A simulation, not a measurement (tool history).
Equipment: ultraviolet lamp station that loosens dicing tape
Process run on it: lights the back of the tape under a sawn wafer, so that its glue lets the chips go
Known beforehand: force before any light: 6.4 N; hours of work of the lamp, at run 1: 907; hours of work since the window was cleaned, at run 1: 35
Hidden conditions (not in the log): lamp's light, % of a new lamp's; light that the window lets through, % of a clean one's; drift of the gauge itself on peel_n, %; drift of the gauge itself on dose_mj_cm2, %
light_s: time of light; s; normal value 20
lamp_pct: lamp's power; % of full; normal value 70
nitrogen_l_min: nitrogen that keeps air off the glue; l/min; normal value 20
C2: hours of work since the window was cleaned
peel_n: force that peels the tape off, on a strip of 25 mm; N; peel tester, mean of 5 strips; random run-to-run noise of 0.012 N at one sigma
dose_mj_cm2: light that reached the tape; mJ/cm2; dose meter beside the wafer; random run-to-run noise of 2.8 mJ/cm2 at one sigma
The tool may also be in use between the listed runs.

run 1 hour=0 | light_s=20 lamp_pct=70 nitrogen_l_min=20 | hours_of_work_of_the_lamp=907 C2=35 | peel_n=0.521 dose_mj_cm2=397
run 2 hour=20.4 | light_s=20 lamp_pct=70 nitrogen_l_min=20 | hours_of_work_of_the_lamp=921 C2=49 | peel_n=0.537 dose_mj_cm2=400
run 3 hour=42.5 | light_s=20 lamp_pct=70 nitrogen_l_min=20 | hours_of_work_of_the_lamp=935 C2=64 | peel_n=0.55 dose_mj_cm2=400
-- hour=84.2 lamp changed
run 4 hour=84.7 | light_s=20 lamp_pct=70 nitrogen_l_min=20 | hours_of_work_of_the_lamp=0 C2=91 | peel_n=0.551 dose_mj_cm2=404
run 5 hour=114.5 | light_s=20 lamp_pct=70 nitrogen_l_min=20 | hours_of_work_of_the_lamp=20 C2=111 | peel_n=0.537 dose_mj_cm2=399
run 6 hour=152.7 | light_s=20 lamp_pct=70 nitrogen_l_min=20 | hours_of_work_of_the_lamp=46 C2=136 | peel_n=0.552 dose_mj_cm2=398
run 7 hour=175.1 | light_s=20 lamp_pct=70 nitrogen_l_min=20 | hours_of_work_of_the_lamp=60 C2=151 | peel_n=0.538 dose_mj_cm2=400
run 8 hour=199.6 | light_s=20 lamp_pct=70 nitrogen_l_min=20 | hours_of_work_of_the_lamp=77 C2=167 | peel_n=0.557 dose_mj_cm2=394
run 9 hour=239.9 | light_s=20 lamp_pct=70 nitrogen_l_min=20 | hours_of_work_of_the_lamp=104 C2=194 | peel_n=0.562 dose_mj_cm2=398
run 10 hour=263.7 | light_s=20 lamp_pct=70 nitrogen_l_min=20 | hours_of_work_of_the_lamp=119 C2=210 | peel_n=0.541 dose_mj_cm2=403
run 11 hour=292.4 | light_s=20 lamp_pct=70 nitrogen_l_min=20 | hours_of_work_of_the_lamp=138 C2=229 | peel_n=0.539 dose_mj_cm2=402
-- hour=308.6 window cleaned of glue's vapour
run 12 hour=330.4 | light_s=20 lamp_pct=70 nitrogen_l_min=20 | hours_of_work_of_the_lamp=163 C2=15 | peel_n=0.539 dose_mj_cm2=401
run 13 hour=350.3 | light_s=20 lamp_pct=70 nitrogen_l_min=20 | hours_of_work_of_the_lamp=177 C2=28 | peel_n=0.542 dose_mj_cm2=401
run 14 hour=376.7 | light_s=20 lamp_pct=70 nitrogen_l_min=20 | hours_of_work_of_the_lamp=194 C2=45 | peel_n=0.554 dose_mj_cm2=399
run 15 hour=419.9 | light_s=20 lamp_pct=70 nitrogen_l_min=20 | hours_of_work_of_the_lamp=223 C2=74 | peel_n=0.556 dose_mj_cm2=399
run 16 hour=441.6 | light_s=20 lamp_pct=70 nitrogen_l_min=20 | hours_of_work_of_the_lamp=237 C2=88 | peel_n=0.537 dose_mj_cm2=399
run 17 hour=459.5 | light_s=20 lamp_pct=70 nitrogen_l_min=20 | hours_of_work_of_the_lamp=249 C2=100 | peel_n=0.534 dose_mj_cm2=404
run 18 hour=502.4 | light_s=20 lamp_pct=70 nitrogen_l_min=19 | hours_of_work_of_the_lamp=278 C2=129 | peel_n=0.554 dose_mj_cm2=396
run 19 hour=526.1 | light_s=20 lamp_pct=70 nitrogen_l_min=19 | hours_of_work_of_the_lamp=294 C2=145 | peel_n=0.566 dose_mj_cm2=400
run 20 hour=557.9 | light_s=20 lamp_pct=70 nitrogen_l_min=19 | hours_of_work_of_the_lamp=315 C2=166 | peel_n=0.562 dose_mj_cm2=399
run 21 hour=583.6 | light_s=20 lamp_pct=70 nitrogen_l_min=19 | hours_of_work_of_the_lamp=332 C2=183 | peel_n=0.565 dose_mj_cm2=400
run 22 hour=616.4 | light_s=20 lamp_pct=70 nitrogen_l_min=19 | hours_of_work_of_the_lamp=354 C2=205 | peel_n=0.542 dose_mj_cm2=397
run 23 hour=648.1 | light_s=18 lamp_pct=61 nitrogen_l_min=19 | hours_of_work_of_the_lamp=375 C2=226 | peel_n=0.873 dose_mj_cm2=315
-- hour=669.4 window cleaned of glue's vapour
run 24 hour=679.3 | light_s=19 lamp_pct=66 nitrogen_l_min=29 | hours_of_work_of_the_lamp=395 C2=7 | peel_n=0.561 dose_mj_cm2=358
run 25 hour=722.2 | light_s=10 lamp_pct=70 nitrogen_l_min=20 | hours_of_work_of_the_lamp=424 C2=35 | peel_n=1.695 dose_mj_cm2=197
run 26 hour=756.6 | light_s=10 lamp_pct=70 nitrogen_l_min=20 | hours_of_work_of_the_lamp=447 C2=58 | peel_n=1.627 dose_mj_cm2=201
run 27 hour=791.1 | light_s=11 lamp_pct=70 nitrogen_l_min=9 | hours_of_work_of_the_lamp=470 C2=81 | peel_n=2.065 dose_mj_cm2=219
run 28 hour=811 | light_s=19 lamp_pct=66 nitrogen_l_min=23 | hours_of_work_of_the_lamp=483 C2=94 | peel_n=0.61 dose_mj_cm2=358
run 29 hour=852.7 | light_s=19 lamp_pct=66 nitrogen_l_min=23 | hours_of_work_of_the_lamp=510 C2=122 | peel_n=0.624 dose_mj_cm2=360
run 30 hour=877.8 | light_s=20 lamp_pct=72 nitrogen_l_min=11 | hours_of_work_of_the_lamp=527 C2=139 | peel_n=0.745 dose_mj_cm2=409
run 31 hour=914.5 | light_s=18 lamp_pct=68 nitrogen_l_min=11 | hours_of_work_of_the_lamp=552 C2=163 | peel_n=1.018 dose_mj_cm2=349
run 32 hour=939.5 | light_s=34 lamp_pct=61 nitrogen_l_min=24 | hours_of_work_of_the_lamp=568 C2=180 | peel_n=0.255 dose_mj_cm2=589
run 33 hour=978.3 | light_s=30 lamp_pct=78 nitrogen_l_min=20 | hours_of_work_of_the_lamp=594 C2=205 | peel_n=0.224 dose_mj_cm2=666
run 34 hour=1008.8 | light_s=18 lamp_pct=63 nitrogen_l_min=38 | hours_of_work_of_the_lamp=614 C2=226 | peel_n=0.59 dose_mj_cm2=323
-- hour=1030.1 window cleaned of glue's vapour
run 35 hour=1030.1 | light_s=35 lamp_pct=83 nitrogen_l_min=8 | hours_of_work_of_the_lamp=628 C2=0 | peel_n=0.263 dose_mj_cm2=829
run 36 hour=1057.5 | light_s=20 lamp_pct=96 nitrogen_l_min=13 | hours_of_work_of_the_lamp=646 C2=18 | peel_n=0.393 dose_mj_cm2=544
run 37 hour=1081 | light_s=20 lamp_pct=96 nitrogen_l_min=13 | hours_of_work_of_the_lamp=662 C2=34 | peel_n=0.401 dose_mj_cm2=545
run 38 hour=1119.5 | light_s=20 lamp_pct=72 nitrogen_l_min=13 | hours_of_work_of_the_lamp=688 C2=59 | peel_n=0.653 dose_mj_cm2=410
run 39 hour=1153.3 | light_s=13 lamp_pct=72 nitrogen_l_min=37 | hours_of_work_of_the_lamp=710 C2=82 | peel_n=0.839 dose_mj_cm2=268
run 40 hour=1173 | light_s=20 lamp_pct=74 nitrogen_l_min=20 | hours_of_work_of_the_lamp=723 C2=95 | peel_n=0.483 dose_mj_cm2=432
run 41 hour=1205.7 | light_s=20 lamp_pct=90 nitrogen_l_min=28 | hours_of_work_of_the_lamp=745 C2=117 | peel_n=0.282 dose_mj_cm2=507
run 42 hour=1237.6 | light_s=20 lamp_pct=90 nitrogen_l_min=28 | hours_of_work_of_the_lamp=766 C2=138 | peel_n=0.297 dose_mj_cm2=510
run 43 hour=1263.2 | light_s=20 lamp_pct=80 nitrogen_l_min=34 | hours_of_work_of_the_lamp=783 C2=155 | peel_n=0.331 dose_mj_cm2=456
run 44 hour=1299.2 | light_s=11 lamp_pct=80 nitrogen_l_min=34 | hours_of_work_of_the_lamp=807 C2=179 | peel_n=0.989 dose_mj_cm2=252

Below are 3 alternative next runs, each starting from the tool's condition after run 44. Predict each:
run A hour=1328.4 | light_s=29 lamp_pct=88 nitrogen_l_min=12 | hours_of_work_of_the_lamp=826 C2=198 | peel_n=? dose_mj_cm2=?
run B hour=1328.4 | light_s=31 lamp_pct=88 nitrogen_l_min=30 | hours_of_work_of_the_lamp=826 C2=198 | peel_n=? dose_mj_cm2=?
run C hour=1328.4 | light_s=19 lamp_pct=73 nitrogen_l_min=11 | hours_of_work_of_the_lamp=826 C2=198 | peel_n=? dose_mj_cm2=?

run=A peel_n=0.247 dose_mj_cm2=724
run=B peel_n=0.193 dose_mj_cm2=779
run=C peel_n=0.817 dose_mj_cm2=393
What these runs would have given with no unlogged condition in the tool:
run=A peel_n=0.247 dose_mj_cm2=726
run=B peel_n=0.193 dose_mj_cm2=781
run=C peel_n=0.814 dose_mj_cm2=394

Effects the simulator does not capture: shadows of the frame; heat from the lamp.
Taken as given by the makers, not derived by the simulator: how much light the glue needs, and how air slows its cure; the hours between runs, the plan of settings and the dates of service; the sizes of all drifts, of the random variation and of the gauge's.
